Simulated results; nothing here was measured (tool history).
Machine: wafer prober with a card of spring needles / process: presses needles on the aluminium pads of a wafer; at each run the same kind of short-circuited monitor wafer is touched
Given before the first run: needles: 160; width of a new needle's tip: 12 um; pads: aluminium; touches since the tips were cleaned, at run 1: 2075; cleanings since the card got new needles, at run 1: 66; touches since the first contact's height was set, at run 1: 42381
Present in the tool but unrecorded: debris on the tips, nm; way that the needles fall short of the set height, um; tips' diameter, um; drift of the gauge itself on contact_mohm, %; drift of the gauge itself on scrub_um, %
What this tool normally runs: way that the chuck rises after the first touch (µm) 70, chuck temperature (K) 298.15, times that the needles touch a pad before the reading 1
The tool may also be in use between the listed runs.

| run | hour | way that the chuck rises after the first touch (µm) | chuck temperature (K) | times that the needles touch a pad before the reading | touches since the tips were cleaned | cleanings since the card got new needles | touches since the first contact's height was set | resistance of one needle with its contact and lead (mohm) | way that a needle slides on the pad (µm) |
|---|---|---|---|---|---|---|---|---|---|
| 1 | 0 | 70 | 298.15 | 1 | 2075 | 66 | 42381 | 252 | 9.58 |
|  | 3.4 | tips cleaned on abrasive film |
|  | 12.4 | tips cleaned on abrasive film |
|  | 21.5 | tips cleaned on abrasive film |
| 2 | 23.9 | 70 | 298.15 | 1 | 896 | 69 | 51038 | 245 | 9.55 |
|  | 31.2 | tips cleaned on abrasive film |
|  | 40.8 | tips cleaned on abrasive film |
|  | 49.6 | tips cleaned on abrasive film |
| 3 | 49.9 | 70 | 315.15 | 1 | 129 | 72 | 60462 | 248 | 9.66 |
|  | 58.6 | tips cleaned on abrasive film |
|  | 67.9 | tips cleaned on abrasive film |
| 4 | 68.1 | 70 | 315.15 | 1 | 85 | 74 | 67061 | 248 | 9.56 |
|  | 77.4 | tips cleaned on abrasive film |
|  | 86.6 | tips cleaned on abrasive film |
| 5 | 93.7 | 70 | 298.15 | 1 | 2594 | 76 | 76356 | 251 | 9.54 |
|  | 95.9 | tips cleaned on abrasive film |
|  | 105.7 | tips cleaned on abrasive film |
|  | 114.6 | tips cleaned on abrasive film |
| 6 | 115 | 70 | 307.15 | 1 | 173 | 79 | 84085 | 249 | 9.49 |
|  | 124.7 | tips cleaned on abrasive film |
|  | 134.1 | tips cleaned on abrasive film |
| 7 | 135.3 | 70 | 301.15 | 1 | 439 | 81 | 91441 | 248 | 9.51 |
|  | 144.4 | tips cleaned on abrasive film |
| 8 | 148.9 | 70 | 335.15 | 1 | 1648 | 82 | 96399 | 260 | 9.48 |
|  | 154.2 | tips cleaned on abrasive film |
|  | 163.2 | tips cleaned on abrasive film |
| 9 | 165.4 | 70 | 335.15 | 1 | 800 | 84 | 102356 | 256 | 9.46 |
|  | 172 | tips cleaned on abrasive film |
|  | 174.4 | height of the first contact set anew |
| 10 | 180.3 | 70 | 335.15 | 1 | 2911 | 85 | 2145 | 268 | 9.69 |
|  | 181.7 | tips cleaned on abrasive film |
|  | 191.7 | tips cleaned on abrasive film |
|  | 200.5 | tips cleaned on abrasive film |
| 11 | 201.5 | 68 | 298.15 | 3 | 370 | 88 | 9829 | 243 | 9.41 |
|  | 210.2 | tips cleaned on abrasive film |
| 12 | 217.1 | 70 | 333.15 | 2 | 2508 | 89 | 15493 | 257 | 9.66 |
|  | 219.3 | tips cleaned on abrasive film |
|  | 229.4 | tips cleaned on abrasive film |
| 13 | 230 | 62 | 306.15 | 1 | 203 | 91 | 20158 | 249 | 8.6 |
|  | 239 | tips cleaned on abrasive film |
|  | 249.4 | tips cleaned on abrasive film |
| 14 | 254.7 | 51 | 332.15 | 1 | 1929 | 93 | 29138 | 273 | 7.02 |
|  | 258.6 | tips cleaned on abrasive film |
|  | 267.4 | tips cleaned on abrasive film |
|  | 276.2 | tips cleaned on abrasive film |
| 15 | 276.6 | 58 | 364.15 | 1 | 159 | 96 | 37071 | 271 | 7.94 |
|  | 285.6 | tips cleaned on abrasive film |
|  | 294.4 | tips cleaned on abrasive film |
| 16 | 295.6 | 58 | 309.15 | 2 | 441 | 98 | 43970 | 249 | 7.94 |
|  | 304.4 | tips cleaned on abrasive film |
| 17 | 312 | 66 | 321.15 | 2 | 2782 | 99 | 49945 | 258 | 9.05 |
|  | 313.6 | tips cleaned on abrasive film |
|  | 324.1 | tips cleaned on abrasive film |
|  | 333.3 | tips cleaned on abrasive film |
| 18 | 336 | 66 | 343.15 | 2 | 1001 | 102 | 58624 | 261 | 9.07 |
|  | 343.7 | tips cleaned on abrasive film |
|  | 354.2 | tips cleaned on abrasive film |
| 19 | 359.5 | 54 | 298.15 | 1 | 1955 | 104 | 67174 | 261 | 7.34 |

Take each entry between the runs: how does the hidden state at the last listed run before it differ from the hidden state at the first listed run after it?
Between runs 1 and 2: tips cleaned on abrasive film (hour 3.4); tips cleaned on abrasive film (hour 12.4); tips cleaned on abrasive film (hour 21.5)
  debris on the tips, nm: 45.7 -> 25; way that the needles fall short of the set height, um: 0.64 -> 0.82; tips' diameter, um: 13.37 -> 13.43
  measured value less the no-hidden-state value, resistance of one needle with its contact and lead (mohm): +10 -> +6; way that a needle slides on the pad (µm): -0.09 -> -0.11
Between runs 2 and 3: tips cleaned on abrasive film (hour 31.2); tips cleaned on abrasive film (hour 40.8); tips cleaned on abrasive film (hour 49.6)
  debris on the tips, nm: 25 -> 8; way that the needles fall short of the set height, um: 0.82 -> 0.98; tips' diameter, um: 13.43 -> 13.49
  measured value less the no-hidden-state value, resistance of one needle with its contact and lead (mohm): +6 -> +3; way that a needle slides on the pad (µm): -0.11 -> -0.14
Between runs 3 and 4: tips cleaned on abrasive film (hour 58.6); tips cleaned on abrasive film (hour 67.9)
  debris on the tips, nm: 8 -> 5.8; way that the needles fall short of the set height, um: 0.98 -> 1.11; tips' diameter, um: 13.49 -> 13.53
  measured value less the no-hidden-state value, resistance of one needle with its contact and lead (mohm): +3 -> +2; way that a needle slides on the pad (µm): -0.14 -> -0.16
Between runs 4 and 5: tips cleaned on abrasive film (hour 77.4); tips cleaned on abrasive film (hour 86.6)
  debris on the tips, nm: 5.8 -> 48.3; way that the needles fall short of the set height, um: 1.11 -> 1.22; tips' diameter, um: 13.53 -> 13.57
  measured value less the no-hidden-state value, resistance of one needle with its contact and lead (mohm): +2 -> +11; way that a needle slides on the pad (µm): -0.16 -> -0.17
Between runs 5 and 6: tips cleaned on abrasive film (hour 95.9); tips cleaned on abrasive film (hour 105.7); tips cleaned on abrasive film (hour 114.6)
  debris on the tips, nm: 48.3 -> 10.5; way that the needles fall short of the set height, um: 1.22 -> 1.39; tips' diameter, um: 13.57 -> 13.63
  measured value less the no-hidden-state value, resistance of one needle with its contact and lead (mohm): +11 -> +3; way that a needle slides on the pad (µm): -0.17 -> -0.2
Between runs 6 and 7: tips cleaned on abrasive film (hour 124.7); tips cleaned on abrasive film (hour 134.1)
  debris on the tips, nm: 10.5 -> 16.4; way that the needles fall short of the set height, um: 1.39 -> 1.49; tips' diameter, um: 13.63 -> 13.67
  measured value less the no-hidden-state value, resistance of one needle with its contact and lead (mohm): +3 -> +4; way that a needle slides on the pad (µm): -0.2 -> -0.21
Between runs 7 and 8: tips cleaned on abrasive film (hour 144.4)
  debris on the tips, nm: 16.4 -> 36.7; way that the needles fall short of the set height, um: 1.49 -> 1.57; tips' diameter, um: 13.67 -> 13.69
  measured value less the no-hidden-state value, resistance of one needle with its contact and lead (mohm): +4 -> +8; way that a needle slides on the pad (µm): -0.21 -> -0.21
Between runs 8 and 9: tips cleaned on abrasive film (hour 154.2); tips cleaned on abrasive film (hour 163.2)
  debris on the tips, nm: 36.7 -> 19.7; way that the needles fall short of the set height, um: 1.57 -> 1.67; tips' diameter, um: 13.69 -> 13.73
  measured value less the no-hidden-state value, resistance of one needle with its contact and lead (mohm): +8 -> +5; way that a needle slides on the pad (µm): -0.21 -> -0.23
Between runs 9 and 10: tips cleaned on abrasive film (hour 172); height of the first contact set anew (hour 174.4)
  debris on the tips, nm: 19.7 -> 59.7; way that the needles fall short of the set height, um: 1.67 -> 0; tips' diameter, um: 13.73 -> 13.75
  measured value less the no-hidden-state value, resistance of one needle with its contact and lead (mohm): +5 -> +12; way that a needle slides on the pad (µm): -0.23 -> +0
Between runs 10 and 11: tips cleaned on abrasive film (hour 181.7); tips cleaned on abrasive film (hour 191.7); tips cleaned on abrasive film (hour 200.5)
  debris on the tips, nm: 59.7 -> 14.8; way that the needles fall short of the set height, um: 0 -> 0.19; tips' diameter, um: 13.75 -> 13.81
  measured value less the no-hidden-state value, resistance of one needle with its contact and lead (mohm): +12 -> +3; way that a needle slides on the pad (µm): +0 -> -0.03
Between runs 11 and 12: tips cleaned on abrasive film (hour 210.2)
  debris on the tips, nm: 14.8 -> 53.2; way that the needles fall short of the set height, um: 0.19 -> 0.25; tips' diameter, um: 13.81 -> 13.84
  measured value less the no-hidden-state value, resistance of one needle with its contact and lead (mohm): +3 -> +7; way that a needle slides on the pad (µm): -0.03 -> -0.04
Between runs 12 and 13: tips cleaned on abrasive film (hour 219.3); tips cleaned on abrasive film (hour 229.4)
  debris on the tips, nm: 53.2 -> 10.4; way that the needles fall short of the set height, um: 0.25 -> 0.38; tips' diameter, um: 13.84 -> 13.88
  measured value less the no-hidden-state value, resistance of one needle with its contact and lead (mohm): +7 -> +5; way that a needle slides on the pad (µm): -0.04 -> -0.05
Between runs 13 and 14: tips cleaned on abrasive film (hour 239); tips cleaned on abrasive film (hour 249.4)
  debris on the tips, nm: 10.4 -> 43.1; way that the needles fall short of the set height, um: 0.38 -> 0.48; tips' diameter, um: 13.88 -> 13.92
  measured value less the no-hidden-state value, resistance of one needle with its contact and lead (mohm): +5 -> +17; way that a needle slides on the pad (µm): -0.05 -> -0.07
Between runs 14 and 15: tips cleaned on abrasive film (hour 258.6); tips cleaned on abrasive film (hour 267.4); tips cleaned on abrasive film (hour 276.2)
  debris on the tips, nm: 43.1 -> 10.3; way that the needles fall short of the set height, um: 0.48 -> 0.67; tips' diameter, um: 13.92 -> 13.98
  measured value less the no-hidden-state value, resistance of one needle with its contact and lead (mohm): +17 -> +5; way that a needle slides on the pad (µm): -0.07 -> -0.1
Between runs 15 and 16: tips cleaned on abrasive film (hour 285.6); tips cleaned on abrasive film (hour 294.4)
  debris on the tips, nm: 10.3 -> 13.1; way that the needles fall short of the set height, um: 0.67 -> 0.79; tips' diameter, um: 13.98 -> 14.02
  measured value less the no-hidden-state value, resistance of one needle with its contact and lead (mohm): +5 -> +5; way that a needle slides on the pad (µm): -0.1 -> -0.11
Between runs 16 and 17: tips cleaned on abrasive film (hour 304.4)
  debris on the tips, nm: 13.1 -> 58.7; way that the needles fall short of the set height, um: 0.79 -> 0.85; tips' diameter, um: 14.02 -> 14.05
  measured value less the no-hidden-state value, resistance of one needle with its contact and lead (mohm): +5 -> +10; way that a needle slides on the pad (µm): -0.11 -> -0.12
Between runs 17 and 18: tips cleaned on abrasive film (hour 313.6); tips cleaned on abrasive film (hour 324.1); tips cleaned on abrasive film (hour 333.3)
  debris on the tips, nm: 58.7 -> 29.1; way that the needles fall short of the set height, um: 0.85 -> 1.01; tips' diameter, um: 14.05 -> 14.1
  measured value less the no-hidden-state value, resistance of one needle with its contact and lead (mohm): +10 -> +6; way that a needle slides on the pad (µm): -0.12 -> -0.14
Between runs 18 and 19: tips cleaned on abrasive film (hour 343.7); tips cleaned on abrasive film (hour 354.2)
  debris on the tips, nm: 29.1 -> 45; way that the needles fall short of the set height, um: 1.01 -> 1.13; tips' diameter, um: 14.1 -> 14.14
  measured value less the no-hidden-state value, resistance of one needle with its contact and lead (mohm): +6 -> +17; way that a needle slides on the pad (µm): -0.14 -> -0.16
